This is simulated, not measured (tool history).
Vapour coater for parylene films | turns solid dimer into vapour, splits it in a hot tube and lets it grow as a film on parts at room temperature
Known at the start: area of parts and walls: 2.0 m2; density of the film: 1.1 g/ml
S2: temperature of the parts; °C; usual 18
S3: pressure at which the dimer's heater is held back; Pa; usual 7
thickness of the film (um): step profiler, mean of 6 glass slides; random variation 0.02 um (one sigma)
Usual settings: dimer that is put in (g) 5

{"run": 1, "hour": 0.0, "dimer that is put in (g)": 5, "S2": 18, "S3": 7, "thickness of the film (um)": 1.13}
{"run": 2, "hour": 42.7, "dimer that is put in (g)": 5, "S2": 18, "S3": 7, "thickness of the film (um)": 1.1}
{"run": 3, "hour": 87.6, "dimer that is put in (g)": 9, "S2": 18, "S3": 7, "thickness of the film (um)": 2.05}
{"run": 4, "hour": 120.1, "dimer that is put in (g)": 5, "S2": 18, "S3": 7, "thickness of the film (um)": 1.08}
{"run": 5, "hour": 158.5, "dimer that is put in (g)": 5, "S2": 18, "S3": 7, "thickness of the film (um)": 1.1}
{"run": 6, "hour": 206.0, "dimer that is put in (g)": 5, "S2": 18, "S3": 7, "thickness of the film (um)": 1.08}
{"run": 7, "hour": 249.4, "dimer that is put in (g)": 5, "S2": 18, "S3": 7, "thickness of the film (um)": 1.09}
{"hour": 292.8, "done": "trap's valve overhauled"}
{"run": 8, "hour": 294.1, "dimer that is put in (g)": 5, "S2": 18, "S3": 7, "thickness of the film (um)": 1.19}
{"run": 9, "hour": 318.7, "dimer that is put in (g)": 5, "S2": 16, "S3": 3.84, "thickness of the film (um)": 1.4}
{"run": 10, "hour": 362.1, "dimer that is put in (g)": 8, "S2": 28, "S3": 3.84, "thickness of the film (um)": 1.78}
{"run": 11, "hour": 406.6, "dimer that is put in (g)": 3, "S2": 19, "S3": 11.92, "thickness of the film (um)": 0.57}

The same runs without the tool's hidden state, with the same run-to-run variation:
The hidden state here: vapour lost through the trap's worn valve, %; true temperature of the parts over the reading, C; drift of the gauge itself on film_um, %.
run=1 thickness_of_the_film_(um)=1.17
run=2 thickness_of_the_film_(um)=1.15
run=3 thickness_of_the_film_(um)=2.17
run=4 thickness_of_the_film_(um)=1.16
run=5 thickness_of_the_film_(um)=1.19
run=6 thickness_of_the_film_(um)=1.19
run=7 thickness_of_the_film_(um)=1.21
run=8 thickness_of_the_film_(um)=1.2
run=9 thickness_of_the_film_(um)=1.42
run=10 thickness_of_the_film_(um)=1.83
run=11 thickness_of_the_film_(um)=0.59

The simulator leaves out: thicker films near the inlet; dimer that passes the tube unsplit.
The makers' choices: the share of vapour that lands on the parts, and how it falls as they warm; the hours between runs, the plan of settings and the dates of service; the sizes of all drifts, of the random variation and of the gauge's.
